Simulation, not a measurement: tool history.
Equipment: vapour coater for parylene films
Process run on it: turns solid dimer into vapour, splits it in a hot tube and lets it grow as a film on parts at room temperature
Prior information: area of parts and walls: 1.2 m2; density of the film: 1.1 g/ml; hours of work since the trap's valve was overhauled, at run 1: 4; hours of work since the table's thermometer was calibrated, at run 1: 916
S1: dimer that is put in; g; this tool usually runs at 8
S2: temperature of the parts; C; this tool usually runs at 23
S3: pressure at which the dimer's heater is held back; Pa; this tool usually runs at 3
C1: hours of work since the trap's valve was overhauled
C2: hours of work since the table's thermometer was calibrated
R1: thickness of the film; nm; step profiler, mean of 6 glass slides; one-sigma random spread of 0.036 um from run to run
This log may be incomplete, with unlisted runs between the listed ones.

| run | hour | S1 | S2 | S3 | C1 | C2 | R1 |
|---|---|---|---|---|---|---|---|
| 1 | 0 | 8 | 23 | 3 | 4 | 916 | 3760 |
| 2 | 17 | 8 | 23 | 3 | 17 | 930 | 3790 |
| 3 | 34.7 | 8 | 23 | 3 | 32 | 944 | 3690 |
| 4 | 52.2 | 8 | 23 | 3 | 46 | 958 | 3780 |
| 5 | 68.6 | 8 | 23 | 3 | 59 | 971 | 3740 |
| 6 | 85 | 8 | 23 | 3 | 72 | 985 | 3700 |
| 7 | 103.1 | 8 | 23 | 3 | 86 | 999 | 3730 |
| 8 | 134.5 | 8 | 23 | 3 | 112 | 1024 | 3700 |
| 9 | 155.4 | 8 | 23 | 2.2 | 128 | 1041 | 3800 |
| 10 | 177 | 8 | 23 | 2.2 | 146 | 1058 | 3900 |
| 11 | 198.1 | 8 | 23 | 2.2 | 163 | 1075 | 3860 |
| 12 | 218.2 | 8 | 26 | 4.03 | 179 | 1091 | 3190 |
| 13 | 237.5 | 8 | 21 | 7.7 | 194 | 1107 | 3830 |

Consider 3 possible next runs. They are alternatives, not a sequence: every one starts from the tool as it was left by run 13. What does each give?
| A | 268.2 | 8 | 23 | 9.69 | 219 | 1132 | ? |
| B | 268.2 | 8 | 23 | 2.58 | 219 | 1132 | ? |
| C | 268.2 | 8 | 19 | 3.49 | 219 | 1132 | ? |

| run | R1 |
|---|---|
| A | 3410 |
| B | 3740 |
| C | 4440 |
Had the tool no hidden state, the same runs would have come out as:
| run | R1 |
|---|---|
| A | 3420 |
| B | 3760 |
| C | 4460 |
